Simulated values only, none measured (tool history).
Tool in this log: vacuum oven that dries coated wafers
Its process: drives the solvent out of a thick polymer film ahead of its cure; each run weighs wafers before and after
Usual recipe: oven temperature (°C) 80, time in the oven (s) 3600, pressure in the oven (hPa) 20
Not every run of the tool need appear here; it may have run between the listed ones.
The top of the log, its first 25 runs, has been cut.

run	hour	oven temperature (°C)	time in the oven (s)	pressure in the oven (hPa)	hours of work since the thermocouples were calibrated	hours of work since the vacuum gauge was cleaned of residue	solvent left in the film (%)
26	556.3	78	2400	35.1	325	753	4.73
27	581.9	80	5400	20	339	768	1.45
28	609.7	80	3600	73.5	355	784	4.47
29	637.4	69	2940	73.5	370	799	8.55
30	657.1	74	3660	20	382	810	3.59
31	684.8	74	3660	20	397	826	3.6
32	701	74	3660	20	406	835	3.6
33	721.7	94	3600	24.5	418	847	0.84
34	753	94	3600	24.5	436	864	0.83
35	776.4	94	3600	24.5	449	878	0.84
36	805.8	68	3600	20	465	894	5.33
37	836.2	68	3600	50.5	483	911	6.96
38	854.9	71	2040	50.5	493	922	8.03

5 options for the next run, each taken on its own from the tool as it stands now. Forecast them:
A	874.6	71	3240	71.6	504	933	?
B	874.6	74	2760	34	504	933	?
C	874.6	70	2040	50.5	504	933	?
D	874.6	71	3180	28.2	504	933	?
E	874.6	71	2340	50.5	504	933	?

run	solvent left in the film (%)
A	7.44
B	5.21
C	8.2
D	5.34
E	7.41
With the hidden condition removed and each run's random variation left untouched, the same runs would have given:
run	solvent left in the film (%)
A	7.72
B	5.45
C	8.45
D	5.57
E	7.67
